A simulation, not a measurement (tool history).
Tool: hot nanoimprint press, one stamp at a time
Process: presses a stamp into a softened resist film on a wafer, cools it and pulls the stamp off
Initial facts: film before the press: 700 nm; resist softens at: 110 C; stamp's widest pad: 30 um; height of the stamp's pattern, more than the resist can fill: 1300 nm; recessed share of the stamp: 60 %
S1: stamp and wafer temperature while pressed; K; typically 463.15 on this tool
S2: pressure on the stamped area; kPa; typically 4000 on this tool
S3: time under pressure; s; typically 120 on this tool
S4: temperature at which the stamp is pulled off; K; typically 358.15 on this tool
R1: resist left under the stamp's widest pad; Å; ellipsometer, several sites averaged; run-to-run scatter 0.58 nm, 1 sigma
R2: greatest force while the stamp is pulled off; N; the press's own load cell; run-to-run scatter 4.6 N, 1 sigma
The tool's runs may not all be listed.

| run | hour | S1 | S2 | S3 | S4 | R1 | R2 |
|---|---|---|---|---|---|---|---|
| 1 | 0 | 463.15 | 4000 | 120 | 358.15 | 2614 | 312 |
| 2 | 39.4 | 463.15 | 4000 | 120 | 358.15 | 2609 | 322 |
| 3 | 92.4 | 463.15 | 4000 | 120 | 358.15 | 2592 | 338 |
| 4 | 186.4 | 463.15 | 4000 | 120 | 358.15 | 2532 | 341 |
| 5 | 259.3 | 463.15 | 4000 | 120 | 358.15 | 2531 | 217 |
| 6 | 323.8 | 463.15 | 4000 | 120 | 358.15 | 2528 | 237 |
| 7 | 409.3 | 463.15 | 4000 | 120 | 358.15 | 2520 | 252 |
| 8 | 484.8 | 463.15 | 4000 | 120 | 358.15 | 2510 | 273 |
| 9 | 571.2 | 463.15 | 4000 | 120 | 358.15 | 2512 | 279 |
| 10 | 638.5 | 474.15 | 4000 | 120 | 358.15 | 2105 | 286 |
| 11 | 720.8 | 474.15 | 4000 | 120 | 358.15 | 2096 | 304 |
| 12 | 780.9 | 474.15 | 4000 | 120 | 358.15 | 2090 | 316 |
| 13 | 817.7 | 463.15 | 4000 | 80 | 358.15 | 3024 | 325 |
| 14 | 884 | 463.15 | 4000 | 120 | 358.15 | 2642 | 337 |
| 15 | 957.4 | 463.15 | 4000 | 120 | 358.15 | 2628 | 339 |
| 16 | 1010.2 | 463.15 | 4000 | 120 | 358.15 | 2635 | 229 |
| 17 | 1087.8 | 465.15 | 6060 | 120 | 357.15 | 1964 | 239 |
| 18 | 1131.2 | 465.15 | 6060 | 120 | 357.15 | 1952 | 251 |
| 19 | 1177.6 | 463.15 | 3280 | 120 | 357.15 | 2992 | 251 |
| 20 | 1257.3 | 463.15 | 3280 | 120 | 357.15 | 2985 | 264 |
| 21 | 1318.3 | 463.15 | 3280 | 120 | 357.15 | 2957 | 285 |
| 22 | 1390.9 | 463.15 | 3280 | 120 | 357.15 | 2938 | 280 |
| 23 | 1453.8 | 463.15 | 3280 | 120 | 357.15 | 2931 | 298 |
| 24 | 1523.9 | 463.15 | 2600 | 120 | 358.15 | 3345 | 301 |
| 25 | 1577.8 | 463.15 | 4500 | 120 | 358.15 | 2416 | 311 |
| 26 | 1648.7 | 463.15 | 4500 | 120 | 358.15 | 2420 | 335 |
| 27 | 1701.3 | 463.15 | 4500 | 120 | 358.15 | 2412 | 340 |
| 28 | 1800 | 470.15 | 4440 | 209 | 349.15 | 1748 | 237 |
| 29 | 1847.2 | 470.15 | 3450 | 185 | 361.15 | 2136 | 235 |
| 30 | 1891.7 | 466.15 | 2720 | 142 | 358.15 | 2919 | 240 |

Between the runs listed above, the log contained 9 entries, not reproduced here. Where in the sequence does each belong, and how does what the log doesn't record of the tool's condition differ from the listed run before to the listed run after?
In the gap between runs 3 and 4: plate thermocouple calibrated (hour 114.9); press's hydraulic seals changed and the load cell set to zero (hour 122.9)
  true temperature over the reading, C: 1.33 -> 1.82; pressure that arrives at the usual setting, %: 97.45 -> 99.76; grip of the stamp's worn release coat, % over a new coat's: 49.5 -> 55.9
  measured less the result without the state, R1: -38 -> -102 Å; R2: +110 -> +120 N
In the gap between runs 4 and 5: stamp cleaned and given a new release coat (hour 206.7)
  true temperature over the reading, C: 1.82 -> 1.94; pressure that arrives at the usual setting, %: 99.76 -> 99.63; grip of the stamp's worn release coat, % over a new coat's: 55.9 -> 3.6
  measured less the result without the state, R1: -102 -> -107 Å; R2: +120 -> +5 N
In the gap between runs 9 and 10: plate thermocouple calibrated, once more (hour 594.1)
  true temperature over the reading, C: 2.52 -> -0.05; pressure that arrives at the usual setting, %: 98.96 -> 98.82; grip of the stamp's worn release coat, % over a new coat's: 25.9 -> 30.6
  measured less the result without the state, R1: -129 -> +17 Å; R2: +54 -> +67 N
In the gap between runs 15 and 16: stamp cleaned and given a new release coat (hour 997.1)
  true temperature over the reading, C: 0.58 -> 0.67; pressure that arrives at the usual setting, %: 98.16 -> 98.05; grip of the stamp's worn release coat, % over a new coat's: 54.6 -> 0.9
  measured less the result without the state, R1: -5 -> -9 Å; R2: +119 -> +2 N
In the gap between runs 18 and 19: plate thermocouple calibrated (hour 1161)
  true temperature over the reading, C: 0.91 -> -0.01; pressure that arrives at the usual setting, %: 97.81 -> 97.72; grip of the stamp's worn release coat, % over a new coat's: 9.3 -> 12.4
  measured less the result without the state, R1: +1 -> +33 Å; R2: +20 -> +27 N
In the gap between runs 20 and 21: press's hydraulic seals changed and the load cell set to zero (hour 1272.6)
  true temperature over the reading, C: 0.15 -> 0.26; pressure that arrives at the usual setting, %: 97.55 -> 99.86; grip of the stamp's worn release coat, % over a new coat's: 18 -> 21.9
  measured less the result without the state, R1: +25 -> -15 Å; R2: +40 -> +50 N
In the gap between runs 27 and 28: plate thermocouple calibrated (hour 1736.3); stamp cleaned and given a new release coat (hour 1796.6)
  true temperature over the reading, C: 1.01 -> 0.21; pressure that arrives at the usual setting, %: 99.06 -> 98.87; grip of the stamp's worn release coat, % over a new coat's: 50.4 -> 0.2
  measured less the result without the state, R1: -40 -> +6 Å; R2: +112 -> +0 N
